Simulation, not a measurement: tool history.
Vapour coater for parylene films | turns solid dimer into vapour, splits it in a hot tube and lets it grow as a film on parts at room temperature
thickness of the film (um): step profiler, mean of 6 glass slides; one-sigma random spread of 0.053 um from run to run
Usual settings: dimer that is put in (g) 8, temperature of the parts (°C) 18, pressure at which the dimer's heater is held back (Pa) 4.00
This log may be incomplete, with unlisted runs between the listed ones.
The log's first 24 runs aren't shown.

| run | hour | dimer that is put in (g) | temperature of the parts (°C) | pressure at which the dimer's heater is held back (Pa) | thickness of the film (um) |
|---|---|---|---|---|---|
| 25 | 306.7 | 13 | 18 | 4.00 | 8.57 |
| 26 | 319.8 | 8 | 21 | 4.00 | 4.82 |
| 27 | 335.7 | 8 | 21 | 4.00 | 4.83 |
| 28 | 343.7 | 9 | 21 | 4.00 | 5.41 |
| 29 | 361.4 | 6 | 15 | 6.68 | 3.82 |
|  | 370.8 | trap's valve overhauled |
| 30 | 381.7 | 6 | 15 | 6.68 | 4.44 |
| 31 | 392.4 | 8 | 18 | 4.00 | 5.93 |
| 32 | 405.4 | 8 | 18 | 4.00 | 6.05 |
| 33 | 419.4 | 8 | 19 | 2.25 | 6.73 |

Here are 4 independent what-if runs from the current tool condition. What would each one return?
| A | 430.7 | 8 | 24 | 2.25 | ? |
| B | 430.7 | 6 | 11 | 8.88 | ? |
| C | 430.7 | 6 | 10 | 4.00 | ? |
| D | 430.7 | 10 | 16 | 4.00 | ? |

| run | thickness of the film (um) |
|---|---|
| A | 5.73 |
| B | 4.59 |
| C | 5.66 |
| D | 7.95 |
Without the tool's unlogged condition, the same runs would have read:
| run | thickness of the film (um) |
|---|---|
| A | 5.88 |
| B | 4.71 |
| C | 5.81 |
| D | 8.15 |
